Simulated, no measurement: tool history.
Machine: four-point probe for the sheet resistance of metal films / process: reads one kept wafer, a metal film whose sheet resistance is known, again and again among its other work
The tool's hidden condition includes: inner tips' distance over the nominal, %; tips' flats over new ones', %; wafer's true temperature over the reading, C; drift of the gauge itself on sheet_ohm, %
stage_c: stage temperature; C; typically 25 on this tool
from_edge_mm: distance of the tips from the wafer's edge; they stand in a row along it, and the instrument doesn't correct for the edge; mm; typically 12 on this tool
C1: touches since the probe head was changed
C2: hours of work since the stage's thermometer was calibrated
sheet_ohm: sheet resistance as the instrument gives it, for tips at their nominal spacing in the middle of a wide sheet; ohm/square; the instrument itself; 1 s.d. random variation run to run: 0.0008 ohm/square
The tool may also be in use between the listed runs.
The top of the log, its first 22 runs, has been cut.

{"run": 23, "hour": 340.0, "stage_c": 25, "from_edge_mm": 12, "C1": 42304, "C2": 1087, "sheet_ohm": 3.996617}
{"run": 24, "hour": 348.7, "stage_c": 25, "from_edge_mm": 12, "C1": 42685, "C2": 1093, "sheet_ohm": 3.99716}
{"run": 25, "hour": 357.0, "stage_c": 25, "from_edge_mm": 12, "C1": 43047, "C2": 1099, "sheet_ohm": 3.995779}
{"run": 26, "hour": 373.8, "stage_c": 30, "from_edge_mm": 18, "C1": 43784, "C2": 1110, "sheet_ohm": 3.994104}
{"run": 27, "hour": 382.6, "stage_c": 35, "from_edge_mm": 7, "C1": 44174, "C2": 1116, "sheet_ohm": 4.064001}
{"run": 28, "hour": 394.2, "stage_c": 35, "from_edge_mm": 7, "C1": 44683, "C2": 1123, "sheet_ohm": 4.062233}
{"run": 29, "hour": 407.9, "stage_c": 23, "from_edge_mm": 12, "C1": 45283, "C2": 1132, "sheet_ohm": 3.9924}
{"run": 30, "hour": 419.8, "stage_c": 23, "from_edge_mm": 12, "C1": 45804, "C2": 1140, "sheet_ohm": 3.991147}
{"run": 31, "hour": 433.7, "stage_c": 35, "from_edge_mm": 43, "C1": 46416, "C2": 1149, "sheet_ohm": 3.996299}
{"run": 32, "hour": 452.6, "stage_c": 23, "from_edge_mm": 8, "C1": 47242, "C2": 1162, "sheet_ohm": 4.022817}
{"run": 33, "hour": 470.3, "stage_c": 20, "from_edge_mm": 9, "C1": 48021, "C2": 1173, "sheet_ohm": 4.00344}
{"run": 34, "hour": 490.0, "stage_c": 20, "from_edge_mm": 12, "C1": 48884, "C2": 1186, "sheet_ohm": 3.985219}
{"run": 35, "hour": 508.9, "stage_c": 32, "from_edge_mm": 42, "C1": 49714, "C2": 1199, "sheet_ohm": 3.990673}
{"run": 36, "hour": 518.6, "stage_c": 32, "from_edge_mm": 42, "C1": 50143, "C2": 1205, "sheet_ohm": 3.989523}
{"run": 37, "hour": 536.9, "stage_c": 31, "from_edge_mm": 6, "C1": 50944, "C2": 1217, "sheet_ohm": 4.079588}
{"run": 38, "hour": 555.4, "stage_c": 31, "from_edge_mm": 6, "C1": 51757, "C2": 1229, "sheet_ohm": 4.079498}
{"run": 39, "hour": 570.6, "stage_c": 29, "from_edge_mm": 4, "C1": 52422, "C2": 1239, "sheet_ohm": 4.185375}
{"run": 40, "hour": 581.5, "stage_c": 29, "from_edge_mm": 4, "C1": 52903, "C2": 1247, "sheet_ohm": 4.185133}
{"run": 41, "hour": 590.4, "stage_c": 25, "from_edge_mm": 20, "C1": 53292, "C2": 1252, "sheet_ohm": 3.98086}
{"run": 42, "hour": 608.8, "stage_c": 19, "from_edge_mm": 58, "C1": 54101, "C2": 1265, "sheet_ohm": 3.959565}
{"run": 43, "hour": 622.7, "stage_c": 20, "from_edge_mm": 17, "C1": 54708, "C2": 1274, "sheet_ohm": 3.974283}
{"run": 44, "hour": 632.7, "stage_c": 31, "from_edge_mm": 9, "C1": 55149, "C2": 1280, "sheet_ohm": 4.027063}
{"run": 45, "hour": 649.7, "stage_c": 23, "from_edge_mm": 8, "C1": 55894, "C2": 1292, "sheet_ohm": 4.019344}
{"run": 46, "hour": 663.9, "stage_c": 24, "from_edge_mm": 12, "C1": 56519, "C2": 1301, "sheet_ohm": 3.993408}

Forecast each of these 3 alternatives for the next run:
{"run": "A", "hour": 675.3, "stage_c": 18, "from_edge_mm": 12, "C1": 57019, "C2": 1308, "sheet_ohm": "?"}
{"run": "B", "hour": 675.3, "stage_c": 24, "from_edge_mm": 69, "C1": 57019, "C2": 1308, "sheet_ohm": "?"}
{"run": "C", "hour": 675.3, "stage_c": 20, "from_edge_mm": 9, "C1": 57019, "C2": 1308, "sheet_ohm": "?"}

run=A sheet_ohm=3.980099
run=B sheet_ohm=3.970531
run=C sheet_ohm=4.002908
Without the tool's hidden state the same runs would have given:
run=A sheet_ohm=3.980324
run=B sheet_ohm=3.970755
run=C sheet_ohm=4.003134
